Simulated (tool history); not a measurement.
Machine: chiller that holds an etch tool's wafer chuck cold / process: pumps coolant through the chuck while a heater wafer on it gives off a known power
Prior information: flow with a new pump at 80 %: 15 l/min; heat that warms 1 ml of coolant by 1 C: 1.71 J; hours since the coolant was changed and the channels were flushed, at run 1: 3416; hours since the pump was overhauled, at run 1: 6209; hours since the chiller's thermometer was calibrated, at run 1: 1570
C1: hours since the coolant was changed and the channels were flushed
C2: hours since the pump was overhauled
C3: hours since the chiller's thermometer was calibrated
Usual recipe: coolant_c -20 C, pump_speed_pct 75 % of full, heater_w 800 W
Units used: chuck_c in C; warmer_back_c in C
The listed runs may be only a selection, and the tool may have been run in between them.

{"run": 1, "hour": 0.0, "coolant_c": -20, "pump_speed_pct": 75, "heater_w": 800, "C1": 3416, "C2": 6209, "C3": 1570, "chuck_c": -14.65, "warmer_back_c": 2.1}
{"run": 2, "hour": 104.0, "coolant_c": -20, "pump_speed_pct": 75, "heater_w": 800, "C1": 3520, "C2": 6313, "C3": 1674, "chuck_c": -14.6, "warmer_back_c": 2.13}
{"run": 3, "hour": 262.3, "coolant_c": -20, "pump_speed_pct": 94, "heater_w": 800, "C1": 3678, "C2": 6471, "C3": 1832, "chuck_c": -15.39, "warmer_back_c": 1.66}
{"run": 4, "hour": 440.1, "coolant_c": -20, "pump_speed_pct": 94, "heater_w": 800, "C1": 3856, "C2": 6649, "C3": 2010, "chuck_c": -15.35, "warmer_back_c": 1.65}
{"run": 5, "hour": 651.7, "coolant_c": -20, "pump_speed_pct": 94, "heater_w": 876, "C1": 4067, "C2": 6860, "C3": 2222, "chuck_c": -15.02, "warmer_back_c": 1.84}
{"run": 6, "hour": 768.3, "coolant_c": -20, "pump_speed_pct": 94, "heater_w": 876, "C1": 4184, "C2": 6977, "C3": 2338, "chuck_c": -14.89, "warmer_back_c": 1.82}
{"run": 7, "hour": 982.3, "coolant_c": -20, "pump_speed_pct": 75, "heater_w": 800, "C1": 4398, "C2": 7191, "C3": 2552, "chuck_c": -14.73, "warmer_back_c": 2.12}
{"run": 8, "hour": 1103.0, "coolant_c": -30, "pump_speed_pct": 75, "heater_w": 800, "C1": 4519, "C2": 7312, "C3": 2673, "chuck_c": -24.59, "warmer_back_c": 2.12}
{"run": 9, "hour": 1295.9, "coolant_c": -30, "pump_speed_pct": 75, "heater_w": 800, "C1": 4712, "C2": 7505, "C3": 2866, "chuck_c": -24.52, "warmer_back_c": 2.1}
{"run": 10, "hour": 1388.9, "coolant_c": -30, "pump_speed_pct": 75, "heater_w": 800, "C1": 4805, "C2": 7598, "C3": 2959, "chuck_c": -24.56, "warmer_back_c": 2.13}
{"run": 11, "hour": 1538.6, "coolant_c": -30, "pump_speed_pct": 76, "heater_w": 800, "C1": 4954, "C2": 7747, "C3": 3109, "chuck_c": -24.56, "warmer_back_c": 2.1}
{"run": 12, "hour": 1727.3, "coolant_c": -30, "pump_speed_pct": 76, "heater_w": 800, "C1": 5143, "C2": 7936, "C3": 3297, "chuck_c": -24.44, "warmer_back_c": 2.07}
{"run": 13, "hour": 1906.5, "coolant_c": -26, "pump_speed_pct": 75, "heater_w": 800, "C1": 5322, "C2": 8115, "C3": 3477, "chuck_c": -20.64, "warmer_back_c": 2.15}
{"run": 14, "hour": 2083.6, "coolant_c": -20, "pump_speed_pct": 75, "heater_w": 800, "C1": 5499, "C2": 8292, "C3": 3654, "chuck_c": -14.49, "warmer_back_c": 2.09}
{"run": 15, "hour": 2277.7, "coolant_c": -20, "pump_speed_pct": 75, "heater_w": 427, "C1": 5693, "C2": 8486, "C3": 3848, "chuck_c": -17.27, "warmer_back_c": 1.13}
{"run": 16, "hour": 2421.3, "coolant_c": -20, "pump_speed_pct": 75, "heater_w": 427, "C1": 5837, "C2": 8630, "C3": 3991, "chuck_c": -17.41, "warmer_back_c": 1.18}
{"run": 17, "hour": 2548.8, "coolant_c": -22, "pump_speed_pct": 81, "heater_w": 800, "C1": 5964, "C2": 8757, "C3": 4119, "chuck_c": -16.76, "warmer_back_c": 1.98}
{"run": 18, "hour": 2761.4, "coolant_c": -22, "pump_speed_pct": 75, "heater_w": 942, "C1": 6177, "C2": 8970, "C3": 4332, "chuck_c": -15.37, "warmer_back_c": 2.54}
{"run": 19, "hour": 2975.8, "coolant_c": -22, "pump_speed_pct": 75, "heater_w": 942, "C1": 6391, "C2": 9184, "C3": 4546, "chuck_c": -15.38, "warmer_back_c": 2.52}
{"run": 20, "hour": 3164.8, "coolant_c": -28, "pump_speed_pct": 68, "heater_w": 800, "C1": 6580, "C2": 9373, "C3": 4735, "chuck_c": -22.14, "warmer_back_c": 2.35}
{"hour": 3325.7, "done": "chiller's thermometer calibrated"}
{"run": 21, "hour": 3366.7, "coolant_c": -28, "pump_speed_pct": 68, "heater_w": 800, "C1": 6781, "C2": 9574, "C3": 41, "chuck_c": -21.48, "warmer_back_c": 2.37}
{"run": 22, "hour": 3534.0, "coolant_c": -28, "pump_speed_pct": 68, "heater_w": 800, "C1": 6949, "C2": 9742, "C3": 208, "chuck_c": -21.61, "warmer_back_c": 2.41}
{"run": 23, "hour": 3748.3, "coolant_c": -29, "pump_speed_pct": 91, "heater_w": 1095, "C1": 7163, "C2": 9956, "C3": 423, "chuck_c": -21.53, "warmer_back_c": 2.43}
{"run": 24, "hour": 3883.6, "coolant_c": -29, "pump_speed_pct": 91, "heater_w": 1095, "C1": 7298, "C2": 10091, "C3": 558, "chuck_c": -21.56, "warmer_back_c": 2.45}
{"run": 25, "hour": 3987.9, "coolant_c": -29, "pump_speed_pct": 91, "heater_w": 1095, "C1": 7403, "C2": 10196, "C3": 662, "chuck_c": -21.39, "warmer_back_c": 2.44}
{"run": 26, "hour": 4124.8, "coolant_c": -23, "pump_speed_pct": 61, "heater_w": 434, "C1": 7539, "C2": 10332, "C3": 799, "chuck_c": -19.25, "warmer_back_c": 1.47}
{"run": 27, "hour": 4318.2, "coolant_c": -23, "pump_speed_pct": 61, "heater_w": 434, "C1": 7733, "C2": 10526, "C3": 993, "chuck_c": -19.3, "warmer_back_c": 1.49}
{"run": 28, "hour": 4412.3, "coolant_c": -23, "pump_speed_pct": 61, "heater_w": 434, "C1": 7827, "C2": 10620, "C3": 1087, "chuck_c": -19.22, "warmer_back_c": 1.48}
{"run": 29, "hour": 4590.6, "coolant_c": -23, "pump_speed_pct": 61, "heater_w": 434, "C1": 8005, "C2": 10798, "C3": 1265, "chuck_c": -19.39, "warmer_back_c": 1.49}

What if the next run were any one of these 5? Each begins from the tool's condition after run 29:
{"run": "A", "hour": 4784.7, "coolant_c": -27, "pump_speed_pct": 84, "heater_w": 800, "C1": 8199, "C2": 10992, "C3": 1459, "chuck_c": "?", "warmer_back_c": "?"}
{"run": "B", "hour": 4784.7, "coolant_c": -29, "pump_speed_pct": 61, "heater_w": 434, "C1": 8199, "C2": 10992, "C3": 1459, "chuck_c": "?", "warmer_back_c": "?"}
{"run": "C", "hour": 4784.7, "coolant_c": -12, "pump_speed_pct": 75, "heater_w": 800, "C1": 8199, "C2": 10992, "C3": 1459, "chuck_c": "?", "warmer_back_c": "?"}
{"run": "D", "hour": 4784.7, "coolant_c": -15, "pump_speed_pct": 91, "heater_w": 745, "C1": 8199, "C2": 10992, "C3": 1459, "chuck_c": "?", "warmer_back_c": "?"}
{"run": "E", "hour": 4784.7, "coolant_c": -17, "pump_speed_pct": 65, "heater_w": 477, "C1": 8199, "C2": 10992, "C3": 1459, "chuck_c": "?", "warmer_back_c": "?"}

run=A chuck_c=-21.24 warmer_back_c=1.92
run=B chuck_c=-25.22 warmer_back_c=1.46
run=C chuck_c=-5.74 warmer_back_c=2.22
run=D chuck_c=-9.97 warmer_back_c=1.69
run=E chuck_c=-13.04 warmer_back_c=1.51
Take away the tool's hidden state, keep each run's random variation, and the runs would have read:
run=A chuck_c=-22.23 warmer_back_c=1.74
run=B chuck_c=-25.78 warmer_back_c=1.33
run=C chuck_c=-6.8 warmer_back_c=2.02
run=D chuck_c=-10.82 warmer_back_c=1.53
run=E chuck_c=-13.64 warmer_back_c=1.37
